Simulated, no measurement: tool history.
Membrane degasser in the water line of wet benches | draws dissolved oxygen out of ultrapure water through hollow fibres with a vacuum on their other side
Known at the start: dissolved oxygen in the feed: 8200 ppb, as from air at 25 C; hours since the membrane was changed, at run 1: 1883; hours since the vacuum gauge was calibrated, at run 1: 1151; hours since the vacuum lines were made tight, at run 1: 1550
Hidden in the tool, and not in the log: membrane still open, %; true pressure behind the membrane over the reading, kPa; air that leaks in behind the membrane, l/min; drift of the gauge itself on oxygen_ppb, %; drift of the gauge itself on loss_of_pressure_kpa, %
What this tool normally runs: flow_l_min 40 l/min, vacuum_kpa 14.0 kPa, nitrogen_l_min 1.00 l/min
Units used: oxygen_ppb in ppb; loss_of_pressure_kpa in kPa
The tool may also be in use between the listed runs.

run    hour  flow_l_min  vacuum_kpa  nitrogen_l_min  hours since the membrane was changed  hours since the vacuum gauge was calibrated  hours since the vacuum lines were made tight  oxygen_ppb  loss_of_pressure_kpa
  1     0.0          40        14.0            1.00                                  1883                                         1151                                          1550       840.2                 57.00
  2    79.3          40        14.0            1.00                                  1963                                         1230                                          1629       837.0                 56.90
  3   144.4          40        14.0            1.00                                  2028                                         1295                                          1694       838.7                 56.98
  4   271.5          40        14.0            1.00                                  2155                                         1422                                          1821       840.1                 56.92
  5   350.8          40        14.0            1.00                                  2234                                         1501                                          1900       839.3                 56.73
  6   454.2          26        14.0            1.00                                  2338                                         1605                                          2004       587.8                 37.18
  7   536.0          26        14.0            1.00                                  2419                                         1687                                          2086       588.9                 37.11
  8   648.0          26        14.0            1.00                                  2531                                         1799                                          2198       588.3                 37.16
  9   748.3          26        14.0            1.00                                  2632                                         1899                                          2298       588.8                 36.87
 10   856.9          26        14.0            1.00                                  2740                                         2008                                          2407       587.5                 37.22
 11   913.4          26        14.0            1.00                                  2797                                         2064                                          2463       589.8                 37.03
 12  1004.6          40        14.0            1.00                                  2888                                         2155                                          2554       840.1                 57.10
 13  1068.5          40        21.3            1.00                                  2952                                         2219                                          2618      1305.9                 57.28
 14  1125.3          40        21.3            1.00                                  3009                                         2276                                          2675      1302.9                 57.38
 15  1224.2          40        14.0            1.00                                  3108                                         2375                                          2774       838.0                 57.22
 16  1291.6          40        14.0            1.00                                  3175                                         2442                                          2841       839.1                 57.39
 17  1354.4          60        14.0            1.82                                  3238                                         2505                                          2904       770.1                 85.42
 18  1406.2          26        23.5            1.05                                  3290                                         2557                                          2956       995.1                 37.19
 19  1505.4          56        11.2            0.59                                  3389                                         2656                                          3055      1156.8                 80.34
 20  1577.6          62        14.0            1.00                                  3461                                         2728                                          3127      1169.7                 89.36
 21  1680.3          40         9.2            0.69                                  3564                                         2831                                          3230       646.1                 57.44
 22  1766.1          60         9.9            0.48                                  3649                                         2917                                          3316      1157.7                 86.03
 23  1872.6          60         9.9            0.48                                  3756                                         3023                                          3422      1158.0                 86.93
 24  1972.5          60         9.9            0.48                                  3856                                         3123                                          3522      1160.0                 85.93
 25  2094.6          60         9.9            0.48                                  3978                                         3245                                          3644      1154.5                 86.49
 26  2181.8          60         9.9            0.48                                  4065                                         3332                                          3731      1159.6                 86.42
 27  2275.9          51        14.6            0.49                                  4159                                         3427                                          3826      1626.7                 73.34
 28  2358.8          44        14.6            0.49                                  4242                                         3509                                          3908      1477.1                 63.11
 29  2475.8          33        11.0            1.00                                  4359                                         3626                                          4025       537.8                 47.76
 30  2532.7          34         8.7            1.00                                  4416                                         3683                                          4082       406.4                 48.92
 31  2640.7          32        14.0            0.81                                  4524                                         3791                                          4190       818.2                 46.24
     2658.9  -- seals of the vacuum lines changed
 32  2755.1          62        18.2            2.00                                  4636                                         3904                                            96       972.4                 89.39

For each entry between runs, how does the tool's hidden state at the last listed run before it compare with that at the first listed run after it?
Logged between run 31 and run 32: seals of the vacuum lines changed (hour 2658.9)
  air that leaks in behind the membrane, l/min: 0.0025 -> 0.002; drift of the gauge itself on loss_of_pressure_kpa, %: 1.32 -> 1.38
  the result without the hidden state subtracted from the measured one, loss_of_pressure_kpa: +0.63 -> +1.28 kPa

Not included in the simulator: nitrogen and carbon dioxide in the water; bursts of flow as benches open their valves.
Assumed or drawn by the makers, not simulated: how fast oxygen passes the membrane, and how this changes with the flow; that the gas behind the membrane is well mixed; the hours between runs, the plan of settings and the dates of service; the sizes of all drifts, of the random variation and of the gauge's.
